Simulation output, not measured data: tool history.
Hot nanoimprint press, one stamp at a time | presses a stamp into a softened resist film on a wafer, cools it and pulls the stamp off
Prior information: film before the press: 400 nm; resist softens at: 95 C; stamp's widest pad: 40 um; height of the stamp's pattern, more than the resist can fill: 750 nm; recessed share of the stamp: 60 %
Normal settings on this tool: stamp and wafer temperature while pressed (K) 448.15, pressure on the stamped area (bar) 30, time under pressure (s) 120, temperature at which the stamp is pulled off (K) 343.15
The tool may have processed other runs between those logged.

| run | hour | stamp and wafer temperature while pressed (K) | pressure on the stamped area (bar) | time under pressure (s) | temperature at which the stamp is pulled off (K) | resist left under the stamp's widest pad (Å) | greatest force while the stamp is pulled off (N) |
|---|---|---|---|---|---|---|---|
| 1 | 0 | 448.15 | 30 | 120 | 343.15 | 1529 | 249 |
| 2 | 13.8 | 448.15 | 30 | 120 | 349.15 | 1513 | 206 |
| 3 | 29.5 | 448.15 | 30 | 120 | 349.15 | 1526 | 207 |
| 4 | 45.2 | 448.15 | 30 | 120 | 341.15 | 1540 | 253 |
| 5 | 63.9 | 448.15 | 30 | 120 | 343.15 | 1522 | 237 |
| 6 | 74.2 | 448.15 | 30 | 120 | 343.15 | 1506 | 232 |
| 7 | 88.3 | 448.15 | 30 | 120 | 343.15 | 1510 | 238 |
| 8 | 109.7 | 448.15 | 30 | 120 | 343.15 | 1510 | 235 |
| 9 | 122.6 | 454.15 | 30 | 120 | 343.15 | 1279 | 228 |
| 10 | 141.1 | 447.15 | 30 | 156 | 346.15 | 1400 | 225 |
| 11 | 150.4 | 447.15 | 30 | 156 | 346.15 | 1403 | 221 |
| 12 | 171.9 | 447.15 | 30 | 156 | 346.15 | 1404 | 207 |
| 13 | 192 | 448.15 | 32.2 | 206 | 335.15 | 1161 | 289 |
| 14 | 210.1 | 448.15 | 44.7 | 120 | 343.15 | 1225 | 247 |
| 15 | 236 | 458.15 | 35.1 | 146 | 342.15 | 963 | 235 |
| 16 | 251.4 | 448.15 | 30 | 146 | 342.15 | 1382 | 250 |

Not shown: 1 entry that the log had between the listed runs. Between which runs, and how does the tool's hidden state differ before and after?
In the gap between runs 14 and 15: stamp cleaned and given a new release coat (hour 219.3)
  pressure that arrives at the usual setting, %: 99.9 -> 99.89; grip of the stamp's worn release coat, % over a new coat's: 1.3 -> 0; drift of the gauge itself on residual_nm, %: -0.97 -> -1.06
  what was measured, less what the result would be without the hidden state, resist left under the stamp's widest pad (Å): -12 -> -10
